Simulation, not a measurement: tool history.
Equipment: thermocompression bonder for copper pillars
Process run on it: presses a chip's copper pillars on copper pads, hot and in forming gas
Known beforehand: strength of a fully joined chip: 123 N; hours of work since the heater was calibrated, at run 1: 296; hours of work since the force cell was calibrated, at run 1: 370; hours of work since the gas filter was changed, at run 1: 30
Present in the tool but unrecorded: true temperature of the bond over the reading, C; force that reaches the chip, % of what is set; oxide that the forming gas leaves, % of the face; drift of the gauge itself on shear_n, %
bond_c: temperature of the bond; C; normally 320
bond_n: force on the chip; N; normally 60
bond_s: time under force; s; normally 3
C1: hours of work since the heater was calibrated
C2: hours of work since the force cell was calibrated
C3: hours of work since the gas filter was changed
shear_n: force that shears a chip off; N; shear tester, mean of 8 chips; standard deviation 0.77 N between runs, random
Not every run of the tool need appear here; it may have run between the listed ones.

{"run": 1, "hour": 0.0, "bond_c": 320, "bond_n": 60, "bond_s": 3, "C1": 296, "C2": 370, "C3": 30, "shear_n": 67.2}
{"run": 2, "hour": 22.2, "bond_c": 320, "bond_n": 60, "bond_s": 3, "C1": 306, "C2": 380, "C3": 40, "shear_n": 65.5}
{"run": 3, "hour": 32.1, "bond_c": 320, "bond_n": 60, "bond_s": 3, "C1": 310, "C2": 384, "C3": 44, "shear_n": 66.5}
{"run": 4, "hour": 53.2, "bond_c": 320, "bond_n": 37, "bond_s": 3, "C1": 320, "C2": 393, "C3": 54, "shear_n": 42.9}
{"run": 5, "hour": 69.6, "bond_c": 320, "bond_n": 37, "bond_s": 3, "C1": 327, "C2": 401, "C3": 61, "shear_n": 42.4}
{"run": 6, "hour": 83.5, "bond_c": 320, "bond_n": 67, "bond_s": 3, "C1": 333, "C2": 407, "C3": 67, "shear_n": 70.8}
{"run": 7, "hour": 102.7, "bond_c": 320, "bond_n": 87, "bond_s": 3, "C1": 341, "C2": 415, "C3": 76, "shear_n": 87}
{"run": 8, "hour": 116.8, "bond_c": 320, "bond_n": 87, "bond_s": 3, "C1": 348, "C2": 421, "C3": 82, "shear_n": 87.2}
{"run": 9, "hour": 131.7, "bond_c": 320, "bond_n": 87, "bond_s": 3, "C1": 354, "C2": 428, "C3": 88, "shear_n": 87.6}
{"run": 10, "hour": 142.3, "bond_c": 320, "bond_n": 87, "bond_s": 3, "C1": 359, "C2": 433, "C3": 93, "shear_n": 87.2}
{"run": 11, "hour": 160.3, "bond_c": 320, "bond_n": 60, "bond_s": 7, "C1": 367, "C2": 441, "C3": 101, "shear_n": 85.4}
{"run": 12, "hour": 182.5, "bond_c": 320, "bond_n": 60, "bond_s": 7, "C1": 377, "C2": 451, "C3": 111, "shear_n": 85}
{"run": 13, "hour": 194.9, "bond_c": 320, "bond_n": 60, "bond_s": 7, "C1": 382, "C2": 456, "C3": 116, "shear_n": 85.6}
{"run": 14, "hour": 208.5, "bond_c": 320, "bond_n": 60, "bond_s": 3, "C1": 388, "C2": 462, "C3": 122, "shear_n": 66.7}
{"run": 15, "hour": 225.6, "bond_c": 296, "bond_n": 53, "bond_s": 2, "C1": 396, "C2": 470, "C3": 130, "shear_n": 37.8}
{"run": 16, "hour": 234.5, "bond_c": 296, "bond_n": 53, "bond_s": 2, "C1": 400, "C2": 474, "C3": 134, "shear_n": 38.5}
{"run": 17, "hour": 253.7, "bond_c": 325, "bond_n": 37, "bond_s": 3, "C1": 408, "C2": 482, "C3": 142, "shear_n": 45}
{"run": 18, "hour": 272.8, "bond_c": 309, "bond_n": 60, "bond_s": 2, "C1": 417, "C2": 490, "C3": 151, "shear_n": 51.6}
{"run": 19, "hour": 283.6, "bond_c": 320, "bond_n": 38, "bond_s": 2, "C1": 422, "C2": 495, "C3": 156, "shear_n": 37.6}
{"run": 20, "hour": 294.2, "bond_c": 328, "bond_n": 51, "bond_s": 4, "C1": 426, "C2": 500, "C3": 160, "shear_n": 69.4}
{"run": 21, "hour": 309.7, "bond_c": 318, "bond_n": 77, "bond_s": 3, "C1": 433, "C2": 507, "C3": 167, "shear_n": 80.3}
{"run": 22, "hour": 324.3, "bond_c": 327, "bond_n": 67, "bond_s": 3, "C1": 440, "C2": 513, "C3": 174, "shear_n": 77.3}
{"run": 23, "hour": 345.2, "bond_c": 327, "bond_n": 67, "bond_s": 3, "C1": 449, "C2": 523, "C3": 183, "shear_n": 77}
{"run": 24, "hour": 366.8, "bond_c": 325, "bond_n": 60, "bond_s": 3, "C1": 458, "C2": 532, "C3": 193, "shear_n": 71.7}
{"run": 25, "hour": 385.5, "bond_c": 325, "bond_n": 60, "bond_s": 3, "C1": 467, "C2": 540, "C3": 201, "shear_n": 68.8}
{"run": 26, "hour": 403.8, "bond_c": 306, "bond_n": 60, "bond_s": 3, "C1": 475, "C2": 548, "C3": 209, "shear_n": 56.1}
{"run": 27, "hour": 413.6, "bond_c": 306, "bond_n": 85, "bond_s": 3, "C1": 479, "C2": 553, "C3": 213, "shear_n": 76.7}

5 ways to go on from here, each from the tool as it stands after run 27. What would each give?
{"run": "A", "hour": 423.4, "bond_c": 292, "bond_n": 60, "bond_s": 3, "C1": 483, "C2": 557, "C3": 218, "shear_n": "?"}
{"run": "B", "hour": 423.4, "bond_c": 320, "bond_n": 60, "bond_s": 5, "C1": 483, "C2": 557, "C3": 218, "shear_n": "?"}
{"run": "C", "hour": 423.4, "bond_c": 306, "bond_n": 85, "bond_s": 7, "C1": 483, "C2": 557, "C3": 218, "shear_n": "?"}
{"run": "D", "hour": 423.4, "bond_c": 306, "bond_n": 44, "bond_s": 6, "C1": 483, "C2": 557, "C3": 218, "shear_n": "?"}
{"run": "E", "hour": 423.4, "bond_c": 306, "bond_n": 53, "bond_s": 3, "C1": 483, "C2": 557, "C3": 218, "shear_n": "?"}

run=A shear_n=47.7
run=B shear_n=78.2
run=C shear_n=93.9
run=D shear_n=55.9
run=E shear_n=51.5
Without the tool's unlogged condition, the same runs would have read:
run=A shear_n=48.3
run=B shear_n=78.9
run=C shear_n=94.7
run=D shear_n=56.5
run=E shear_n=52.1
